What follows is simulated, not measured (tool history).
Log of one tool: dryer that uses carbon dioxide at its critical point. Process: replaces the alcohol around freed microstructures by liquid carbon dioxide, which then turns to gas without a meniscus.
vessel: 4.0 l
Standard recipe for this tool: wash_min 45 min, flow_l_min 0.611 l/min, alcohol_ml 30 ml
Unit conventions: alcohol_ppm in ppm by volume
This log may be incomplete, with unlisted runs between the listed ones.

run     day  wash_min  flow_l_min  alcohol_ml  alcohol_ppm
  1       0        45       0.611          30           45
  2   1.812        45       0.611          30           46
  3   3.808        45       0.611          30           56
  4   5.154        45       0.611          30           49
  5   7.396        37       0.611          30          107
  6   9.267        37       0.611          30          103
  7  11.592        68       0.611          30           29
  8  13.783        45       0.611          30           69
  9  14.871        45       0.611          30           59
 10  15.967        45       0.611          27           62
 11  18.229        45       0.611          27           63
 12  20.267        45       0.611          30           68
 13      22        45       0.611          30           77
     22.767  -- inlet filter changed
 14  23.217        45       0.611          30           53
 15  24.962        45       0.611          30           58
 16  26.829        45       0.754          30           42
 17  28.108        45       0.754          30           47
 18  30.146        54       0.754          30           39
 19  32.662        34       0.386          30          588
 20  33.917        34       0.386          30          590
 21  35.917        38       0.371          30          518
 22  38.267        38       0.371          30          559
 23  39.767        42       0.371          30          429
 24  40.967        35       0.611          37          195
 25  43.304        34       0.685          23          108

Run 26 has not been measured yet. What should we expect?
 26  45.171        68       0.851          23            ?

{"run 26": {"alcohol_ppm": 46}}
The same run, on a tool lacking any hidden state, would have yielded alcohol_ppm 3 ppm by volume.
